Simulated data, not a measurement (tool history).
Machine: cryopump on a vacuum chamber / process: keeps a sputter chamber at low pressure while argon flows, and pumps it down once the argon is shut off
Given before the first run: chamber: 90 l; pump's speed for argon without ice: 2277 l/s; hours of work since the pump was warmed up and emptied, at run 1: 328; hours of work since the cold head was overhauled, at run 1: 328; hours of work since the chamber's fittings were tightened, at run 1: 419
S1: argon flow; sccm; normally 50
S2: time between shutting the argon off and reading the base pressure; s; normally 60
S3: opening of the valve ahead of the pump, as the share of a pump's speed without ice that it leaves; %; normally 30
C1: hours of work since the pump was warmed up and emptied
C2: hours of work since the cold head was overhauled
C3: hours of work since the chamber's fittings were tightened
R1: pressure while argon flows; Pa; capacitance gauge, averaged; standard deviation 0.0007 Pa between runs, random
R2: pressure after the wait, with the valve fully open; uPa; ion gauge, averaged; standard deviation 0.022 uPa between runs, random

{"run": 1, "hour": 0.0, "S1": 50, "S2": 60, "S3": 30, "C1": 328, "C2": 328, "C3": 419, "R1": 0.1372, "R2": 0.93}
{"run": 2, "hour": 32.8, "S1": 50, "S2": 60, "S3": 56, "C1": 350, "C2": 350, "C3": 442, "R1": 0.0792, "R2": 0.99}
{"run": 3, "hour": 55.7, "S1": 50, "S2": 60, "S3": 56, "C1": 366, "C2": 366, "C3": 458, "R1": 0.0798, "R2": 1.02}
{"run": 4, "hour": 87.9, "S1": 50, "S2": 60, "S3": 56, "C1": 389, "C2": 389, "C3": 480, "R1": 0.0824, "R2": 1.03}
{"run": 5, "hour": 105.9, "S1": 50, "S2": 60, "S3": 30, "C1": 401, "C2": 401, "C3": 493, "R1": 0.1394, "R2": 1.05}
{"run": 6, "hour": 132.9, "S1": 50, "S2": 60, "S3": 30, "C1": 420, "C2": 420, "C3": 511, "R1": 0.1411, "R2": 1.11}
{"hour": 157.7, "done": "pump warmed up, emptied and cooled again"}
{"run": 7, "hour": 169.1, "S1": 50, "S2": 60, "S3": 30, "C1": 8, "C2": 442, "C3": 533, "R1": 0.1236, "R2": 0.92}
{"run": 8, "hour": 196.0, "S1": 50, "S2": 60, "S3": 30, "C1": 27, "C2": 460, "C3": 552, "R1": 0.1251, "R2": 0.87}
{"run": 9, "hour": 213.7, "S1": 50, "S2": 254, "S3": 21, "C1": 39, "C2": 473, "C3": 564, "R1": 0.1786, "R2": 0.59}
{"run": 10, "hour": 230.7, "S1": 62, "S2": 161, "S3": 30, "C1": 51, "C2": 484, "C3": 576, "R1": 0.1568, "R2": 0.67}

Pick out some run-to-run changes in R1. Of each, how much would a tool without hidden state show as well, from the settings, what came in and chance, and how much is left for the hidden state and any gauge scatter not in both results compared?
Unlogged tool condition in this case: pump's speed, % of a pump's without ice; cold plate's temperature, K; leak into the chamber, uPa l/s; drift of the gauge itself on working_pa, %; drift of the gauge itself on base_upa, %.
Run 1 -> 2: S3 30 -> 56. R1 -0.058 Pa: hidden state +0.0011, all else -0.0591.
Run 6 -> 7: pump warmed up, emptied and cooled again. R1 -0.0175 Pa: hidden state -0.0165, all else -0.001.
